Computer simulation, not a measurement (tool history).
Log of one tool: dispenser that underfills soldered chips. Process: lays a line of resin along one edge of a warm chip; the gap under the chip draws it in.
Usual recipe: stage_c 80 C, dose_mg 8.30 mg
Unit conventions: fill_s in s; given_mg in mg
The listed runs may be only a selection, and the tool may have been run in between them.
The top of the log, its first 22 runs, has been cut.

run   hour  stage_c  dose_mg  hours of work since the syringe was changed  hours of work since the valve was cleaned  hours of work since the stage was calibrated  fill_s  given_mg
     261.0  -- new syringe of resin
 23  264.4       88    10.80                                            2                                        107                                           316    75.8     10.18
     273.1  -- new syringe of resin
 24  280.3       88    10.80                                            5                                        118                                           328    93.1      9.99
     285.4  -- new syringe of resin
 25  291.7       80     7.22                                            5                                        126                                           336   137.5      6.63
     298.2  -- new syringe of resin
 26  299.6       89     9.73                                            1                                        132                                           341    63.4      9.02
     310.3  -- new syringe of resin
 27  312.5       79     8.30                                            2                                        141                                           350   109.8      7.63
     319.4  -- dispensing valve cleaned and set on the balance
     323.8  -- new syringe of resin
 28  324.1       75     8.96                                            0                                          3                                           358   114.4      8.93
     336.2  -- new syringe of resin
 29  338.2       87     9.25                                            1                                         13                                           367    73.7      9.16
     348.1  -- new syringe of resin
 30  352.6       87     9.25                                            3                                         23                                           378    83.9      9.13
     360.4  -- new syringe of resin
 31  364.9       93    10.78                                            3                                         32                                           386    64.2     10.56
     372.4  -- new syringe of resin
 32  375.3       71     7.26                                            2                                         39                                           394   176.2      7.09
     385.1  -- new syringe of resin
 33  391.6       69     8.30                                            5                                         51                                           405   240.1      8.06
     397.0  -- new syringe of resin
 34  398.7       76    10.42                                            1                                         56                                           410   123.3      9.99

4 options for the next run, each taken on its own from the tool as it stands now. Forecast them:
     409.4  -- new syringe of resin
  A  409.4       90     9.75                                            0                                         63                                           418       ?         ?
     409.4  -- new syringe of resin
  B  409.4       76     8.22                                            0                                         63                                           418       ?         ?
     409.4  -- new syringe of resin
  C  409.4       89    10.57                                            0                                         63                                           418       ?         ?
     409.4  -- new syringe of resin
  D  409.4       90     7.72                                            0                                         63                                           418       ?         ?

run  fill_s  given_mg
  A    56.3      9.42
  B   110.1      7.88
  C    58.3     10.12
  D    57.8      7.38
With the hidden condition removed and each run's random variation left untouched, the same runs would have given:
run  fill_s  given_mg
  A    52.4      9.82
  B   101.5      8.21
  C    54.3     10.54
  D    53.5      7.69

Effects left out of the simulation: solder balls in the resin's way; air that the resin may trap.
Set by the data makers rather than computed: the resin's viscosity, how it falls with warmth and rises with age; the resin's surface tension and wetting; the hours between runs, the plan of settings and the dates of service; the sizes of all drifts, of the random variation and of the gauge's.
